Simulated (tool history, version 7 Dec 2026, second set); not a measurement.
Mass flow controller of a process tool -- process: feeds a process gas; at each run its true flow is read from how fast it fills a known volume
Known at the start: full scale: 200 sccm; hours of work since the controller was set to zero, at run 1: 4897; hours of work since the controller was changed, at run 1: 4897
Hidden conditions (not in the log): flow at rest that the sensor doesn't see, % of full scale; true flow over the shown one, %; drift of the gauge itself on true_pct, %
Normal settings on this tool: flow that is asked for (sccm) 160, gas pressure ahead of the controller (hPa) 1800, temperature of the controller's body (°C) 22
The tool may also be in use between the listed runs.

run	day	flow that is asked for (sccm)	gas pressure ahead of the controller (hPa)	temperature of the controller's body (°C)	hours of work since the controller was set to zero	hours of work since the controller was changed	true flow (%)
1	0	160	1800	22	4897	4897	99.65
2	17.35	160	1800	22	5080	5080	99.86
3	33.546	160	1800	22	5251	5251	99.85
4	52.496	160	1800	22	5451	5451	99.91
5	62.829	160	1800	33	5560	5560	100.57
6	77.183	160	1800	33	5711	5711	100.69
7	95.412	160	1800	33	5903	5903	100.72
8	104.017	160	1800	33	5994	5994	100.82
9	121.229	160	1800	22	6176	6176	100.1
10	130.088	160	1830	22	6269	6269	100.08
11	140.825	46	1830	22	6382	6382	99.84
12	152.533	46	1830	22	6506	6506	99.85
13	165.792	160	1800	39	6646	6646	101.37
14	175.004	160	1800	39	6743	6743	101.28
15	192.562	160	1800	39	6928	6928	101.39
16	208.454	59	1410	23	7096	7096	100.07
17	225.575	28	1820	21	7276	7276	99.93
18	244.579	160	1570	26	7477	7477	100.59
19	263.25	48	1570	35	7673	7673	101.02
20	276.992	48	1570	35	7818	7818	100.95
21	295.717	160	2730	22	8016	8016	100.73
# day 296.654: controller exchanged for a calibrated one
22	310.508	48	1800	38	146	146	101.45
23	329.304	22	2060	21	344	344	100.33
24	340.242	36	2100	28	460	460	100.92
25	352.071	36	2100	28	584	584	100.94
26	369.238	36	2100	28	765	765	101.01
27	385.483	160	2620	28	937	937	101.27
28	400.088	147	2710	22	1091	1091	101.08
29	416.254	118	2760	22	1261	1261	101.06
30	433.033	118	2760	22	1438	1438	101.05

What differs in the tool's unlogged condition from the final listed run ahead of each entry between runs to the first listed run following it?
Logged between run 21 and run 22: controller exchanged for a calibrated one (day 296.654)
  flow at rest that the sensor doesn't see, % of full scale: -0.012 -> 0; true flow over the shown one, %: 0.06 -> 0; drift of the gauge itself on true_pct, %: 0.82 -> 0.86
  difference, measured minus the result without the unlogged condition, true flow (%): +0.87 -> +0.87

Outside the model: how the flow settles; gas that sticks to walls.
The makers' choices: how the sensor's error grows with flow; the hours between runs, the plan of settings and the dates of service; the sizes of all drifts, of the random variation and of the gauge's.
